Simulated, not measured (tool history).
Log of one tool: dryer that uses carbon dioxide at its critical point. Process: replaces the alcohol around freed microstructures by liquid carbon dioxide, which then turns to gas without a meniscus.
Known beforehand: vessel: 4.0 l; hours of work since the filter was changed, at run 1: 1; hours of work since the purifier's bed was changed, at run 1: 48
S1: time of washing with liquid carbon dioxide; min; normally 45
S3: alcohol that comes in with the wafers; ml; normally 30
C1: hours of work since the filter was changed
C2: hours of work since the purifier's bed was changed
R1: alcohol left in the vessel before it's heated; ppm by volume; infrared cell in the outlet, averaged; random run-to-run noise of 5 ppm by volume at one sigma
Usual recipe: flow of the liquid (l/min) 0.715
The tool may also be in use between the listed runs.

Run 1, day 0.000: usual settings; C1 1; C2 48. Result: R1 18 ppm by volume.
Run 2, day 0.538: usual settings; C1 7; C2 53. Result: R1 28 ppm by volume.
Run 3, day 0.842: usual settings; C1 10; C2 56. Result: R1 26 ppm by volume.
Run 4, day 1.392: usual settings; C1 16; C2 62. Result: R1 34 ppm by volume.
Run 5, day 1.925: usual settings; C1 21; C2 68. Result: R1 23 ppm by volume.
Run 6, day 2.217: usual settings; C1 24; C2 71. Result: R1 32 ppm by volume.
Run 7, day 2.642: usual settings but S1 40 min, flow of the liquid (l/min) 0.707; C1 29; C2 76. Result: R1 44 ppm by volume.
Run 8, day 3.229: usual settings but S1 40 min, flow of the liquid (l/min) 0.707; C1 35; C2 82. Result: R1 44 ppm by volume.
Run 9, day 3.571: usual settings but S1 38 min, flow of the liquid (l/min) 1.091, S3 42 ml; C1 39; C2 85. Result: R1 30 ppm by volume.
Run 10, day 4.104: usual settings but S3 21 ml; C1 44; C2 91. Result: R1 31 ppm by volume.
Run 11, day 4.412: usual settings but S1 41 min, flow of the liquid (l/min) 0.596, S3 78 ml; C1 47; C2 94. Result: R1 156 ppm by volume.
Run 12, day 4.679: usual settings but S1 41 min, flow of the liquid (l/min) 0.596, S3 78 ml; C1 50; C2 97. Result: R1 151 ppm by volume.

Consider 3 possible next runs. They are alternatives, not a sequence: every one starts from the tool as it was left by run 12. What does each give?
Run A, day 5.254: usual settings but S1 65 min, flow of the liquid (l/min) 0.756, S3 21 ml; C1 56; C2 103. Result: R1 ?.
Run B, day 5.254: usual settings but flow of the liquid (l/min) 0.489; C1 56; C2 103. Result: R1 ?.
Run C, day 5.254: usual settings but S1 47 min, flow of the liquid (l/min) 0.466, S3 66 ml; C1 56; C2 103. Result: R1 ?.

run   R1
  A   28
  B  112
  C  224
What these runs would have given with no unlogged condition in the tool:
run   R1
  A    8
  B   83
  C  185
